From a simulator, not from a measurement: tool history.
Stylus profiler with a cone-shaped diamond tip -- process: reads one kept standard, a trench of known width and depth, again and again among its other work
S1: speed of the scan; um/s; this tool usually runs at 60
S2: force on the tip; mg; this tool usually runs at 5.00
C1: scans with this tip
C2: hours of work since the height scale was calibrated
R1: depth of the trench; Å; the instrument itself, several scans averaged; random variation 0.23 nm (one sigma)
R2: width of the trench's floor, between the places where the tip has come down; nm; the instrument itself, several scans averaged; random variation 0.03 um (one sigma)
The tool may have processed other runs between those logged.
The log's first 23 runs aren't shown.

run	hour	S1	S2	C1	C2	R1	R2
24	554.4	16	9.22	10098	61	10389.3	92330
25	583.5	63	2.28	10303	77	10152.4	92120
26	599.0	63	2.28	10412	86	10150.7	92150
27	618.4	201	3.69	10548	97	10212.0	91820
28	644.3	201	11.10	10731	111	10437.2	92000
29	675.1	24	1.91	10948	128	10136.7	92210
30	700.9	24	1.91	11129	142	10130.5	92110
31	720.1	24	1.91	11264	153	10133.7	92130
32	737.8	24	1.91	11389	162	10133.7	92140
33	768.8	55	5.00	11607	180	10255.6	92040
34	785.5	55	5.00	11724	189	10250.6	92050
35	800.8	60	11.36	11832	197	10445.5	92070
36	833.7	42	3.31	12064	215	10196.5	91960
37	855.3	42	3.31	12216	227	10192.3	91890
38	869.9	39	2.17	12319	235	10144.7	91890
39	885.5	39	2.17	12429	244	10142.5	91890
40	898.7	39	2.17	12522	251	10142.5	91860
41	926.1	39	11.18	12714	266	10439.1	91910

5 options for the next run, each taken on its own from the tool as it stands now. Forecast them:
A	943.4	44	1.94	12836	276	?	?
B	943.4	35	13.26	12836	276	?	?
C	943.4	126	2.40	12836	276	?	?
D	943.4	40	2.73	12836	276	?	?
E	943.4	25	5.20	12836	276	?	?

run	R1	R2
A	10132.7	91810
B	10492.1	91940
C	10152.3	91570
D	10167.8	91850
E	10263.4	91880
Had the tool no hidden state, the same runs would have come out as:
run	R1	R2
A	10136.6	93830
B	10496.2	93960
C	10156.2	93590
D	10171.8	93860
E	10267.4	93900

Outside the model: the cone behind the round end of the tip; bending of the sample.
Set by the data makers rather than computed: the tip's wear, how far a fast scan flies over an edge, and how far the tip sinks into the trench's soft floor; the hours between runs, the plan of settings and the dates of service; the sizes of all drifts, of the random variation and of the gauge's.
